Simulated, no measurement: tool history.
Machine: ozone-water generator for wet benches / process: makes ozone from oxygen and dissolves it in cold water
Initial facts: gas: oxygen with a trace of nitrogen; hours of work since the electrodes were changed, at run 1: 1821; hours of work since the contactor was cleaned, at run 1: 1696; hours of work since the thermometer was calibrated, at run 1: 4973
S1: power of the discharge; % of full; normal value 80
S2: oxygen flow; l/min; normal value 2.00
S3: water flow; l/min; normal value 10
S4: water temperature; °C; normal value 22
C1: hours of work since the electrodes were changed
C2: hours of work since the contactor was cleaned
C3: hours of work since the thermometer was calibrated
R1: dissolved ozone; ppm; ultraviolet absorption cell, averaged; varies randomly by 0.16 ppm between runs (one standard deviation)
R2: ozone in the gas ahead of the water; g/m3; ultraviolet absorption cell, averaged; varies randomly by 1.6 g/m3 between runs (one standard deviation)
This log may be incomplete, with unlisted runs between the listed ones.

| run | hour | S1 | S2 | S3 | S4 | C1 | C2 | C3 | R1 | R2 |
|---|---|---|---|---|---|---|---|---|---|---|
| 1 | 0.0 | 80 | 2.00 | 10 | 22 | 1821 | 1696 | 4973 | 19.9 | 285.6 |
|  | 17.9 | water thermometer calibrated |
| 2 | 33.1 | 80 | 2.00 | 10 | 22 | 1851 | 1726 | 14 | 19.9 | 288.0 |
| 3 | 80.4 | 80 | 2.00 | 10 | 22 | 1895 | 1770 | 58 | 20.0 | 285.3 |
| 4 | 118.5 | 80 | 2.00 | 10 | 22 | 1931 | 1805 | 93 | 20.0 | 284.2 |
| 5 | 150.5 | 80 | 2.00 | 10 | 22 | 1960 | 1835 | 123 | 20.1 | 285.9 |
| 6 | 181.9 | 80 | 1.14 | 10 | 22 | 1990 | 1864 | 152 | 19.3 | 399.3 |
| 7 | 226.6 | 80 | 1.14 | 10 | 19 | 2031 | 1906 | 194 | 19.8 | 399.5 |
| 8 | 249.8 | 80 | 1.14 | 10 | 19 | 2052 | 1927 | 215 | 19.7 | 396.8 |
| 9 | 293.3 | 80 | 2.00 | 10 | 22 | 2093 | 1967 | 256 | 19.9 | 281.7 |
| 10 | 319.8 | 80 | 2.00 | 10 | 22 | 2118 | 1992 | 280 | 19.9 | 288.8 |
| 11 | 355.9 | 80 | 2.00 | 10 | 22 | 2151 | 2025 | 314 | 19.8 | 283.4 |
| 12 | 380.7 | 80 | 2.00 | 10 | 22 | 2174 | 2048 | 337 | 19.8 | 283.8 |
|  | 388.6 | contactor cleaned |
| 13 | 407.2 | 80 | 2.00 | 10 | 22 | 2195 | 17 | 358 | 19.8 | 284.0 |
| 14 | 441.1 | 80 | 2.00 | 10 | 22 | 2226 | 49 | 389 | 19.6 | 286.8 |
| 15 | 477.3 | 80 | 2.00 | 10 | 22 | 2260 | 82 | 423 | 19.8 | 285.9 |
|  | 501.8 | contactor cleaned, once more |
| 16 | 525.6 | 80 | 2.00 | 10 | 22 | 2301 | 22 | 464 | 20.2 | 283.9 |
| 17 | 562.9 | 60 | 1.11 | 10 | 22 | 2336 | 57 | 498 | 15.5 | 324.8 |
| 18 | 583.7 | 60 | 1.11 | 10 | 22 | 2355 | 76 | 518 | 15.7 | 325.9 |
| 19 | 615.6 | 76 | 2.07 | 16 | 25 | 2385 | 106 | 547 | 11.3 | 265.5 |
| 20 | 661.1 | 76 | 3.08 | 6 | 25 | 2427 | 148 | 589 | 25.9 | 211.1 |
| 21 | 691.6 | 93 | 1.88 | 9 | 19 | 2455 | 176 | 618 | 25.7 | 329.0 |
| 22 | 731.4 | 78 | 1.79 | 7 | 24 | 2492 | 213 | 655 | 26.8 | 296.6 |

Here are 3 independent what-if runs from the current tool condition. What would each one return?
| A | 763.5 | 75 | 2.00 | 10 | 26 | 2522 | 243 | 684 | ? | ? |
| B | 763.5 | 80 | 2.00 | 15 | 22 | 2522 | 243 | 684 | ? | ? |
| C | 763.5 | 78 | 1.18 | 7 | 15 | 2522 | 243 | 684 | ? | ? |

| run | R1 | R2 |
|---|---|---|
| A | 18.0 | 270.3 |
| B | 13.3 | 282.3 |
| C | 30.0 | 381.3 |
Without the tool's hidden state the same runs would have given:
| run | R1 | R2 |
|---|---|---|
| A | 18.9 | 282.6 |
| B | 13.9 | 295.8 |
| C | 31.5 | 399.2 |
